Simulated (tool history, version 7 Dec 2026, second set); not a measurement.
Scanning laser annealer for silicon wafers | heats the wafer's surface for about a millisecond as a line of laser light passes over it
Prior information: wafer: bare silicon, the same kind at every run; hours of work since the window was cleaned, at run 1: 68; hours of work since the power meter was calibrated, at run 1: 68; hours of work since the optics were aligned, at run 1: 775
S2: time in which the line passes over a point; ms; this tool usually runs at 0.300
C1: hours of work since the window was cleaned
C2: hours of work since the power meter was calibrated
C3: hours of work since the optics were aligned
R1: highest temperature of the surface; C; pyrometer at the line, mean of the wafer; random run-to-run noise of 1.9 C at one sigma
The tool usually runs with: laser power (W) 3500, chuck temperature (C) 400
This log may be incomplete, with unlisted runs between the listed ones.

{"run": 1, "hour": 0.0, "laser power (W)": 3500, "S2": 0.3, "chuck temperature (C)": 400, "C1": 68, "C2": 68, "C3": 775, "R1": 1180}
{"run": 2, "hour": 5.3, "laser power (W)": 3500, "S2": 0.3, "chuck temperature (C)": 384, "C1": 72, "C2": 72, "C3": 778, "R1": 1162}
{"run": 3, "hour": 12.6, "laser power (W)": 3500, "S2": 0.3, "chuck temperature (C)": 370, "C1": 77, "C2": 77, "C3": 784, "R1": 1149}
{"run": 4, "hour": 19.0, "laser power (W)": 3500, "S2": 0.213, "chuck temperature (C)": 370, "C1": 82, "C2": 82, "C3": 788, "R1": 1015}
{"run": 5, "hour": 25.6, "laser power (W)": 3500, "S2": 0.213, "chuck temperature (C)": 382, "C1": 87, "C2": 87, "C3": 793, "R1": 1026}
{"run": 6, "hour": 32.0, "laser power (W)": 3500, "S2": 0.3, "chuck temperature (C)": 400, "C1": 91, "C2": 91, "C3": 798, "R1": 1178}
{"run": 7, "hour": 38.4, "laser power (W)": 3500, "S2": 0.3, "chuck temperature (C)": 400, "C1": 96, "C2": 96, "C3": 802, "R1": 1179}
{"run": 8, "hour": 49.9, "laser power (W)": 3500, "S2": 0.3, "chuck temperature (C)": 400, "C1": 104, "C2": 104, "C3": 810, "R1": 1175}
{"run": 9, "hour": 55.4, "laser power (W)": 3500, "S2": 0.3, "chuck temperature (C)": 400, "C1": 108, "C2": 108, "C3": 814, "R1": 1178}
{"hour": 59.5, "done": "laser's power meter calibrated"}
{"hour": 67.2, "done": "optics aligned, line set to its width"}
{"run": 10, "hour": 73.7, "laser power (W)": 3500, "S2": 0.3, "chuck temperature (C)": 400, "C1": 115, "C2": 7, "C3": 5, "R1": 1187}
{"run": 11, "hour": 85.6, "laser power (W)": 3500, "S2": 0.3, "chuck temperature (C)": 400, "C1": 124, "C2": 15, "C3": 13, "R1": 1188}
{"run": 12, "hour": 95.2, "laser power (W)": 3500, "S2": 0.3, "chuck temperature (C)": 400, "C1": 131, "C2": 22, "C3": 20, "R1": 1191}
{"hour": 103.2, "done": "laser's power meter calibrated, once more"}
{"run": 13, "hour": 105.1, "laser power (W)": 3500, "S2": 0.3, "chuck temperature (C)": 400, "C1": 136, "C2": 1, "C3": 25, "R1": 1186}
{"run": 14, "hour": 113.3, "laser power (W)": 3500, "S2": 0.3, "chuck temperature (C)": 400, "C1": 142, "C2": 7, "C3": 31, "R1": 1188}
{"run": 15, "hour": 125.0, "laser power (W)": 3500, "S2": 0.3, "chuck temperature (C)": 400, "C1": 150, "C2": 16, "C3": 39, "R1": 1185}
{"run": 16, "hour": 135.0, "laser power (W)": 3500, "S2": 0.3, "chuck temperature (C)": 400, "C1": 157, "C2": 23, "C3": 46, "R1": 1183}
{"run": 17, "hour": 141.8, "laser power (W)": 3554, "S2": 0.328, "chuck temperature (C)": 427, "C1": 162, "C2": 28, "C3": 51, "R1": 1260}
{"run": 18, "hour": 151.6, "laser power (W)": 3723, "S2": 0.3, "chuck temperature (C)": 400, "C1": 169, "C2": 35, "C3": 58, "R1": 1229}
{"run": 19, "hour": 157.1, "laser power (W)": 3303, "S2": 0.3, "chuck temperature (C)": 364, "C1": 173, "C2": 39, "C3": 62, "R1": 1105}
{"run": 20, "hour": 162.8, "laser power (W)": 3500, "S2": 0.3, "chuck temperature (C)": 365, "C1": 177, "C2": 43, "C3": 66, "R1": 1148}
{"run": 21, "hour": 173.7, "laser power (W)": 2981, "S2": 0.221, "chuck temperature (C)": 382, "C1": 185, "C2": 51, "C3": 74, "R1": 948}
{"run": 22, "hour": 178.8, "laser power (W)": 2981, "S2": 0.221, "chuck temperature (C)": 382, "C1": 188, "C2": 54, "C3": 78, "R1": 954}
{"run": 23, "hour": 189.9, "laser power (W)": 3325, "S2": 0.221, "chuck temperature (C)": 433, "C1": 196, "C2": 62, "C3": 86, "R1": 1066}
{"run": 24, "hour": 196.0, "laser power (W)": 3325, "S2": 0.221, "chuck temperature (C)": 433, "C1": 201, "C2": 67, "C3": 90, "R1": 1065}
{"run": 25, "hour": 203.2, "laser power (W)": 3655, "S2": 0.223, "chuck temperature (C)": 400, "C1": 206, "C2": 72, "C3": 95, "R1": 1091}
{"run": 26, "hour": 211.1, "laser power (W)": 3594, "S2": 0.223, "chuck temperature (C)": 421, "C1": 212, "C2": 77, "C3": 101, "R1": 1103}
{"run": 27, "hour": 222.0, "laser power (W)": 3675, "S2": 0.379, "chuck temperature (C)": 403, "C1": 219, "C2": 85, "C3": 109, "R1": 1336}
{"run": 28, "hour": 233.4, "laser power (W)": 3675, "S2": 0.379, "chuck temperature (C)": 370, "C1": 228, "C2": 93, "C3": 117, "R1": 1302}
{"run": 29, "hour": 240.4, "laser power (W)": 3675, "S2": 0.379, "chuck temperature (C)": 370, "C1": 233, "C2": 98, "C3": 122, "R1": 1301}
{"run": 30, "hour": 250.7, "laser power (W)": 3675, "S2": 0.379, "chuck temperature (C)": 370, "C1": 240, "C2": 106, "C3": 129, "R1": 1297}
{"run": 31, "hour": 256.0, "laser power (W)": 3250, "S2": 0.3, "chuck temperature (C)": 370, "C1": 244, "C2": 109, "C3": 133, "R1": 1097}

Forecast each of these 5 alternatives for the next run:
{"run": "A", "hour": 261.2, "laser power (W)": 3205, "S2": 0.3, "chuck temperature (C)": 370, "C1": 247, "C2": 113, "C3": 137, "R1": "?"}
{"run": "B", "hour": 261.2, "laser power (W)": 3601, "S2": 0.3, "chuck temperature (C)": 373, "C1": 247, "C2": 113, "C3": 137, "R1": "?"}
{"run": "C", "hour": 261.2, "laser power (W)": 3500, "S2": 0.249, "chuck temperature (C)": 400, "C1": 247, "C2": 113, "C3": 137, "R1": "?"}
{"run": "D", "hour": 261.2, "laser power (W)": 3500, "S2": 0.3, "chuck temperature (C)": 388, "C1": 247, "C2": 113, "C3": 137, "R1": "?"}
{"run": "E", "hour": 261.2, "laser power (W)": 3273, "S2": 0.3, "chuck temperature (C)": 382, "C1": 247, "C2": 113, "C3": 137, "R1": "?"}

run=A R1=1086
run=B R1=1172
run=C R1=1104
run=D R1=1170
run=E R1=1113
Take away the tool's hidden state, keep each run's random variation, and the runs would have read:
run=A R1=1097
run=B R1=1185
run=C R1=1116
run=D R1=1182
run=E R1=1125
